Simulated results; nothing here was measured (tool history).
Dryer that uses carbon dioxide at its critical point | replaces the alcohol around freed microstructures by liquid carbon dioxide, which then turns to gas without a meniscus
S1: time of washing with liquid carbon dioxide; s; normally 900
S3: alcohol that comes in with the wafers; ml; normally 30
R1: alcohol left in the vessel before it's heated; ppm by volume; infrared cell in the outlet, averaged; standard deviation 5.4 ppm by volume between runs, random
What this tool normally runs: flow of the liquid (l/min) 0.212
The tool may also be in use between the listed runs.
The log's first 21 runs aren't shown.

Run 22, hour 505.8: usual settings but S1 720 s. Result: R1 790 ppm by volume.
Run 23, hour 531.9: usual settings. Result: R1 317 ppm by volume.
Run 24, hour 563.8: usual settings but S1 600 s, S3 63 ml. Result: R1 3349 ppm by volume.
Run 25, hour 588.9: usual settings but S1 600 s, S3 24 ml. Result: R1 1376 ppm by volume.
Run 26, hour 613.8: usual settings but S1 1320 s, flow of the liquid (l/min) 0.268, S3 119 ml. Result: R1 107 ppm by volume.
At hour 634.4: inlet filter changed.
Run 27, hour 635.2: usual settings but S1 1320 s, flow of the liquid (l/min) 0.268, S3 119 ml. Result: R1 90 ppm by volume.
Run 28, hour 654.3: usual settings but S1 1320 s, flow of the liquid (l/min) 0.268, S3 119 ml. Result: R1 102 ppm by volume.
Run 29, hour 676.8: usual settings but S1 1320 s, flow of the liquid (l/min) 0.268, S3 119 ml. Result: R1 88 ppm by volume.
Run 30, hour 701.4: usual settings but S1 1320 s, flow of the liquid (l/min) 0.268, S3 119 ml. Result: R1 97 ppm by volume.

Predict the results of run 31:
Run 31, hour 722.5: usual settings but S1 840 s, flow of the liquid (l/min) 0.144, S3 38 ml. Result: R1 ?.

{"run 31": {"R1": 1682}}
On a tool with no hidden condition, and with the same random variation, this run would have come out at R1 1474 ppm by volume.

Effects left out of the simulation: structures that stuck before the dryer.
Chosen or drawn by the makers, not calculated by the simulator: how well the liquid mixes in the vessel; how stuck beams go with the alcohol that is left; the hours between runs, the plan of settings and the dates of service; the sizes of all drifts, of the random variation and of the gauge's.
